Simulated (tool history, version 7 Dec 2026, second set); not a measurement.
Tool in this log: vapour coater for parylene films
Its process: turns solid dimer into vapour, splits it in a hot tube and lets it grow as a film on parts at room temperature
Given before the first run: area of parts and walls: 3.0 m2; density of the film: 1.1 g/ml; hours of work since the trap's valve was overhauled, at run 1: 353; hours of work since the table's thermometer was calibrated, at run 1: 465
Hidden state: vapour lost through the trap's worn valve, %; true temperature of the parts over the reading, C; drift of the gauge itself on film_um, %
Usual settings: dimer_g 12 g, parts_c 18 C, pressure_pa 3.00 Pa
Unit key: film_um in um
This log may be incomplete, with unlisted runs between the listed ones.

run,hour,dimer_g,parts_c,pressure_pa,hours of work since the trap's valve was overhauled,hours of work since the table's thermometer was calibrated,film_um
1,0.0,12,18,3.00,353,465,2.17
2,16.8,5,18,3.00,367,479,0.90
3,45.2,5,18,3.00,390,503,0.90
4,58.7,12,18,4.69,402,514,1.98
5,72.8,12,18,3.00,413,526,2.14
6,103.0,6,18,3.00,439,551,1.03
7,134.5,6,18,3.00,465,578,1.02
8,162.8,12,18,3.00,488,601,2.05
9,194.8,12,18,3.00,515,628,2.10
# hour 201.5: trap's valve overhauled
10,222.5,12,18,3.00,18,648,1.99
11,241.0,12,18,3.00,33,663,2.05
12,262.4,7,18,3.00,51,681,1.18
13,285.3,7,18,3.00,70,700,1.20
14,299.9,7,18,3.00,82,712,1.18
15,329.4,7,18,3.00,107,737,1.16
16,350.5,7,18,3.00,124,754,1.09
17,380.5,7,18,3.00,149,779,1.14

Run 18 is up next; what results do you expect?
# hour 388.3: trap's valve overhauled, once more
18,397.8,17,27,4.21,8,791,?

{"run 18": {"film_um": 2.22}}
On a tool with no hidden condition, and with the same random variation, this run would have come out at film_um 2.25 um.
